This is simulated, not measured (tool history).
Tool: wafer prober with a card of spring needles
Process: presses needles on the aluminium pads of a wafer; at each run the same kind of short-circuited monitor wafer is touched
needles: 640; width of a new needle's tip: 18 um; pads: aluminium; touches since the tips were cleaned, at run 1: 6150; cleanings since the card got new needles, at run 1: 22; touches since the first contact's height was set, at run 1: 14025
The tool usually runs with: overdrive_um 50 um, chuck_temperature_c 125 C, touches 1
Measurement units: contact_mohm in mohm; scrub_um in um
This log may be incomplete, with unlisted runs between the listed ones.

run    hour  overdrive_um  chuck_temperature_c  touches  touches since the tips were cleaned  cleanings since the card got new needles  touches since the first contact's height was set  contact_mohm  scrub_um
  1       0            50                  125        1                                 6150                                        22                                             14025           751     12.73
        3.8  -- tips cleaned on abrasive film
       18.9  -- tips cleaned on abrasive film
       37.7  -- tips cleaned on abrasive film
       52.7  -- tips cleaned on abrasive film
  2    59.2            50                  125        1                                 2723                                        26                                             38797           596     12.76
       70.5  -- tips cleaned on abrasive film
       85.5  -- tips cleaned on abrasive film
      100.6  -- tips cleaned on abrasive film
      115.6  -- tips cleaned on abrasive film
  3   118.4            50                  125        2                                 1173                                        30                                             63594           431     12.54
      133.5  -- tips cleaned on abrasive film
      148.5  -- tips cleaned on abrasive film
      167.3  -- tips cleaned on abrasive film
  4   171.3            50                  125        2                                 1712                                        33                                             85752           466     12.44
      182.6  -- tips cleaned on abrasive film
      197.7  -- tips cleaned on abrasive film
      212.7  -- tips cleaned on abrasive film
      231.5  -- tips cleaned on abrasive film
      250.3  -- tips cleaned on abrasive film
  5   259.5            50                   48        2                                 3856                                        38                                            122683           534     12.25
        267  -- tips cleaned on abrasive film
      285.8  -- tips cleaned on abrasive film
      304.6  -- tips cleaned on abrasive film
      316.1  -- height of the first contact set anew
      319.9  -- tips cleaned on abrasive film
  6   328.2            50                   48        2                                 3493                                        42                                              5068           538      12.7
      335.8  -- tips cleaned on abrasive film
      350.8  -- tips cleaned on abrasive film
      369.6  -- tips cleaned on abrasive film
  7     380            50                   44        1                                 4352                                        45                                             26744           761     12.73
      387.5  -- tips cleaned on abrasive film
      402.6  -- tips cleaned on abrasive film
      421.4  -- tips cleaned on abrasive film
      436.4  -- tips cleaned on abrasive film
      455.2  -- tips cleaned on abrasive film
  8   464.7            50                   44        1                                 4006                                        50                                             62247           731     12.54
      472.3  -- tips cleaned on abrasive film
      487.3  -- tips cleaned on abrasive film
      506.1  -- tips cleaned on abrasive film
      524.9  -- tips cleaned on abrasive film
  9   532.4            50                  125        1                                 3136                                        54                                             90580           685     12.39
      543.7  -- tips cleaned on abrasive film
      562.4  -- tips cleaned on abrasive film
      577.5  -- tips cleaned on abrasive film
      596.3  -- tips cleaned on abrasive film
 10   608.6            50                  125        1                                 5170                                        58                                            122523           797     12.43
      612.4  -- tips cleaned on abrasive film
      627.4  -- tips cleaned on abrasive film
      642.5  -- tips cleaned on abrasive film
      661.3  -- tips cleaned on abrasive film
      665.3  -- height of the first contact set anew
 11   668.1            50                  125        1                                 2746                                        62                                              1171           616     12.79
      679.4  -- tips cleaned on abrasive film
      694.5  -- tips cleaned on abrasive film
      713.2  -- tips cleaned on abrasive film
 12   725.3            50                  125        1                                 5090                                        65                                             25161           800     12.63
      729.1  -- tips cleaned on abrasive film
      744.2  -- tips cleaned on abrasive film
      759.2  -- tips cleaned on abrasive film
      774.3  -- tips cleaned on abrasive film
 13   784.8            34                  125        1                                 4424                                        69                                             50056          1275      8.53
      792.4  -- tips cleaned on abrasive film
      807.4  -- tips cleaned on abrasive film
      822.5  -- tips cleaned on abrasive film
 14   831.2            59                  125        1                                 3659                                        72                                             69464           597     14.75
      838.7  -- tips cleaned on abrasive film
      857.5  -- tips cleaned on abrasive film
      872.6  -- tips cleaned on abrasive film
      887.6  -- tips cleaned on abrasive film
      906.4  -- tips cleaned on abrasive film
 15   918.9            50                  125        2                                 5285                                        77                                            106247           628     12.41
      922.8  -- tips cleaned on abrasive film
      941.6  -- tips cleaned on abrasive film
      956.6  -- tips cleaned on abrasive film
      975.4  -- tips cleaned on abrasive film
      990.5  -- tips cleaned on abrasive film
 16   993.5            31                   74        1                                 1278                                        82                                            137448           845      7.42
     1008.5  -- tips cleaned on abrasive film
     1012.6  -- height of the first contact set anew
     1023.9  -- tips cleaned on abrasive film
     1042.7  -- tips cleaned on abrasive film
     1058.6  -- tips cleaned on abrasive film
 17  1058.6            31                   74        1                                    0                                        86                                             19283           489      7.87
     1077.4  -- tips cleaned on abrasive film
     1096.2  -- tips cleaned on abrasive film
       1115  -- tips cleaned on abrasive film
       1130  -- tips cleaned on abrasive film
     1145.1  -- tips cleaned on abrasive film
 18  1148.6            31                   71        2                                 1475                                        91                                             56981           785      7.68
     1163.6  -- tips cleaned on abrasive film
     1178.7  -- tips cleaned on abrasive film
     1193.7  -- tips cleaned on abrasive film
 19  1207.7            60                  119        3                                 5895                                        94                                             81776           448     15.12
     1211.6  -- tips cleaned on abrasive film
     1230.4  -- tips cleaned on abrasive film
     1249.2  -- tips cleaned on abrasive film
     1267.9  -- tips cleaned on abrasive film
 20  1279.7            60                  119        3                                 4954                                        98                                            111929           448     15.04
     1283.5  -- tips cleaned on abrasive film
     1298.6  -- tips cleaned on abrasive film
     1317.4  -- tips cleaned on abrasive film
     1332.4  -- tips cleaned on abrasive film
 21  1346.3            44                  119        2                                 5848                                       102                                            139827           790     10.76
     1350.1  -- tips cleaned on abrasive film
     1361.6  -- height of the first contact set anew
     1369.2  -- tips cleaned on abrasive film
       1388  -- tips cleaned on abrasive film
     1403.1  -- tips cleaned on abrasive film
     1421.8  -- tips cleaned on abrasive film
     1436.9  -- tips cleaned on abrasive film
 22  1438.4            51                  125        1                                  650                                       108                                             32149           453     12.95
     1453.5  -- tips cleaned on abrasive film
     1472.3  -- tips cleaned on abrasive film
       1491  -- tips cleaned on abrasive film
 23  1501.6            50                  125        1                                 4457                                       111                                             58626           832     12.62
     1509.1  -- tips cleaned on abrasive film
     1524.2  -- tips cleaned on abrasive film
     1539.2  -- tips cleaned on abrasive film
       1558  -- tips cleaned on abrasive film
     1573.1  -- tips cleaned on abrasive film
 24  1582.9            50                  125        1                                 4144                                       116                                             92694           845     12.47
     1590.5  -- tips cleaned on abrasive film
     1609.2  -- tips cleaned on abrasive film
     1624.3  -- tips cleaned on abrasive film
     1643.1  -- tips cleaned on abrasive film
     1661.6  -- tips cleaned on abrasive film
 25  1661.6            63                   86        1                                    0                                       121                                            125627           342      15.7

Alternative continuations, all from the tool just after run 25; predict every row:
     1680.4  -- tips cleaned on abrasive film
     1699.1  -- tips cleaned on abrasive film
     1710.7  -- height of the first contact set anew
     1718.2  -- tips cleaned on abrasive film
  A  1731.7            52                   45        2                                 5665                                       124                                              8815             ?         ?
     1680.4  -- tips cleaned on abrasive film
     1699.1  -- tips cleaned on abrasive film
     1710.7  -- height of the first contact set anew
     1718.2  -- tips cleaned on abrasive film
  B  1731.7            63                   34        1                                 5665                                       124                                              8815             ?         ?
     1680.4  -- tips cleaned on abrasive film
     1699.1  -- tips cleaned on abrasive film
     1710.7  -- height of the first contact set anew
     1718.2  -- tips cleaned on abrasive film
  C  1731.7            43                   41        2                                 5665                                       124                                              8815             ?         ?

run  contact_mohm  scrub_um
  A           676      13.2
  B           738     15.98
  C           855     11.03
Had the tool no hidden state, the same runs would have come out as:
run  contact_mohm  scrub_um
  A           271     13.23
  B           263     16.01
  C           277     11.07
